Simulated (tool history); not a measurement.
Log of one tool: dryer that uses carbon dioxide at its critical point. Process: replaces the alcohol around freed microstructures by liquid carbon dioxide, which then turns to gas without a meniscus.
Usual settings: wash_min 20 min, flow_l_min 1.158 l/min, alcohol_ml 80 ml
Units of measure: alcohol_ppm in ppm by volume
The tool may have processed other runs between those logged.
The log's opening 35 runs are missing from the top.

| run | hour | wash_min | flow_l_min | alcohol_ml | alcohol_ppm |
|---|---|---|---|---|---|
| 36 | 860.4 | 31 | 0.73 | 31 | 186 |
|  | 892.1 | inlet filter changed |
| 37 | 894.4 | 20 | 1.5 | 79 | 111 |
| 38 | 919 | 22 | 1.14 | 62 | 147 |
| 39 | 951 | 22 | 1.14 | 62 | 158 |
| 40 | 985.2 | 22 | 1.14 | 62 | 167 |
| 41 | 1000.7 | 22 | 1.14 | 62 | 164 |
| 42 | 1021.9 | 21 | 1.74 | 25 | 90 |
| 43 | 1052.2 | 19 | 1.74 | 95 | 130 |
| 44 | 1071.6 | 19 | 1.74 | 95 | 133 |
| 45 | 1088.4 | 20 | 1.03 | 80 | 410 |
| 46 | 1106.4 | 20 | 1.03 | 80 | 417 |
| 47 | 1130.4 | 27 | 1.03 | 80 | 181 |

Below are 4 alternative next runs, each starting from the tool's condition after run 47. Predict each:
| A | 1155.6 | 20 | 1.37 | 48 | ? |
| B | 1155.6 | 27 | 0.79 | 71 | ? |
| C | 1155.6 | 20 | 1.158 | 82 | ? |
| D | 1155.6 | 16 | 1.158 | 80 | ? |

| run | alcohol_ppm |
|---|---|
| A | 168 |
| B | 376 |
| C | 319 |
| D | 635 |
Take away the tool's hidden state, keep each run's random variation, and the runs would have read:
| run | alcohol_ppm |
|---|---|
| A | 40 |
| B | 163 |
| C | 124 |
| D | 338 |
